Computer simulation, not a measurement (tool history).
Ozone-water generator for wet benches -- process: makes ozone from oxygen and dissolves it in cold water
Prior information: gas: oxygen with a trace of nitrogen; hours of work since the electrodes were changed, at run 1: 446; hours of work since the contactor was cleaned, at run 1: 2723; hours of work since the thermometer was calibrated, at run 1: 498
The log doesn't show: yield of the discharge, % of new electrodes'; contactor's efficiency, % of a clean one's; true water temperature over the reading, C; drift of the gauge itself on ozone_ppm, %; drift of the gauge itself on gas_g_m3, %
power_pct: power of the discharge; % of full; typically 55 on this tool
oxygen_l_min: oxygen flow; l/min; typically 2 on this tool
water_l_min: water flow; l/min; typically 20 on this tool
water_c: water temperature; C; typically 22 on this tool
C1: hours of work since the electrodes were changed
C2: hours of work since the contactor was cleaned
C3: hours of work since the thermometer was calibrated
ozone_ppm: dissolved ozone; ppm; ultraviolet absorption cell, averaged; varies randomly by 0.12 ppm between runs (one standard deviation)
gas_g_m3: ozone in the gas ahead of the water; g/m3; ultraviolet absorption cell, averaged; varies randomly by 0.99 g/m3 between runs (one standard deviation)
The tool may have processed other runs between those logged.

Run 1, day 0: usual settings; C1 446; C2 2723; C3 498. Result: ozone_ppm 9.5 ppm, gas_g_m3 169.4 g/m3.
Run 2, day 1.254: usual settings; C1 467; C2 2744; C3 519. Result: ozone_ppm 9.6 ppm, gas_g_m3 166 g/m3.
Run 3, day 2.633: usual settings; C1 490; C2 2767; C3 542. Result: ozone_ppm 9.4 ppm, gas_g_m3 169.2 g/m3.
Run 4, day 4.225: usual settings; C1 516; C2 2793; C3 568. Result: ozone_ppm 9.4 ppm, gas_g_m3 167.8 g/m3.
Run 5, day 5.142: usual settings; C1 531; C2 2808; C3 583. Result: ozone_ppm 9.2 ppm, gas_g_m3 169.1 g/m3.
Run 6, day 6.812: usual settings; C1 559; C2 2836; C3 611. Result: ozone_ppm 9.5 ppm, gas_g_m3 167.6 g/m3.
Run 7, day 8.262: usual settings; C1 583; C2 2860; C3 635. Result: ozone_ppm 9.6 ppm, gas_g_m3 168.6 g/m3.
Run 8, day 9.188: usual settings; C1 599; C2 2875; C3 650. Result: ozone_ppm 9.5 ppm, gas_g_m3 167.5 g/m3.
Run 9, day 10.612: usual settings; C1 622; C2 2899; C3 674. Result: ozone_ppm 9.4 ppm, gas_g_m3 168.1 g/m3.
Run 10, day 11.771: usual settings; C1 642; C2 2918; C3 693. Result: ozone_ppm 9.6 ppm, gas_g_m3 168.6 g/m3.
Run 11, day 13.362: usual settings; C1 668; C2 2945; C3 720. Result: ozone_ppm 9.6 ppm, gas_g_m3 166.9 g/m3.
Run 12, day 14.246: usual settings; C1 683; C2 2959; C3 734. Result: ozone_ppm 9.5 ppm, gas_g_m3 167.4 g/m3.
Run 13, day 16.2: usual settings; C1 715; C2 2992; C3 767. Result: ozone_ppm 9.6 ppm, gas_g_m3 168.1 g/m3.
Run 14, day 17.946: usual settings but power_pct 48 % of full, water_c 29 C; C1 744; C2 3021; C3 796. Result: ozone_ppm 8 ppm, gas_g_m3 151.9 g/m3.
Run 15, day 19.517: usual settings but power_pct 48 % of full, water_c 29 C; C1 770; C2 3047; C3 822. Result: ozone_ppm 8 ppm, gas_g_m3 151.9 g/m3.
Run 16, day 20.829: usual settings but power_pct 63 % of full, oxygen_l_min 1.15 l/min, water_l_min 26 l/min, water_c 19 C; C1 792; C2 3069; C3 844. Result: ozone_ppm 6.4 ppm, gas_g_m3 226.3 g/m3.
Run 17, day 22.692: usual settings but power_pct 63 % of full, oxygen_l_min 1.15 l/min, water_l_min 26 l/min, water_c 26 C; C1 823; C2 3100; C3 875. Result: ozone_ppm 6.2 ppm, gas_g_m3 225 g/m3.
Run 18, day 24.579: usual settings but power_pct 63 % of full, oxygen_l_min 1.15 l/min, water_l_min 26 l/min, water_c 26 C; C1 854; C2 3131; C3 906. Result: ozone_ppm 6.1 ppm, gas_g_m3 229.5 g/m3.
Run 19, day 26.067: usual settings but oxygen_l_min 2.62 l/min; C1 879; C2 3156; C3 931. Result: ozone_ppm 10.5 ppm, gas_g_m3 148.8 g/m3.
Run 20, day 27.662: usual settings but oxygen_l_min 2.62 l/min; C1 905; C2 3182; C3 957. Result: ozone_ppm 10.2 ppm, gas_g_m3 150 g/m3.
Run 21, day 29.567: usual settings but water_l_min 27 l/min, water_c 19 C; C1 937; C2 3214; C3 989. Result: ozone_ppm 7.1 ppm, gas_g_m3 165.5 g/m3.

Predict the results of run 22:
Run 22, day 30.429: usual settings but water_l_min 32 l/min; C1 951; C2 3228; C3 1003. Result: ozone_ppm ?, gas_g_m3 ?.

Run 22 gave ozone_ppm 5.6 ppm, gas_g_m3 166.5 g/m3.
On a tool with no hidden condition, and with the same random variation, this run would have come out at ozone_ppm 5.9 ppm, gas_g_m3 170.6 g/m3.
